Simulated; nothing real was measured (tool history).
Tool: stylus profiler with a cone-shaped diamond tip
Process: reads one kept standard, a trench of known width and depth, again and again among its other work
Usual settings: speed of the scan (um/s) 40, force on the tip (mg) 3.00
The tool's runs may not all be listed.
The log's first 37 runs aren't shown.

run	hour	speed of the scan (um/s)	force on the tip (mg)	depth of the trench (Å)	width of the trench's floor (µm)
38	2758.4	61	1.60	1006.1	46.92
39	2804.8	23	1.09	1004.2	47.01
40	2900.9	23	1.09	1004.3	46.95
41	2968.6	23	1.09	1004.2	46.84
42	3065.2	82	6.90	1019.8	46.73
43	3154.7	64	3.24	1010.6	46.70
44	3237.6	22	1.25	1003.7	46.68
45	3295.7	147	5.89	1017.5	46.42
46	3389.7	147	5.89	1016.9	46.38
47	3453.5	147	5.89	1016.4	46.34

Forecast each of these 3 alternatives for the next run:
A	3529.8	26	5.89	?	?
B	3529.8	16	5.89	?	?
C	3529.8	96	5.31	?	?

run	depth of the trench (Å)	width of the trench's floor (µm)
A	1016.4	46.54
B	1016.4	46.52
C	1014.8	46.36
Without the tool's hidden state the same runs would have given:
run	depth of the trench (Å)	width of the trench's floor (µm)
A	1020.6	47.98
B	1020.7	47.95
C	1019.1	47.80
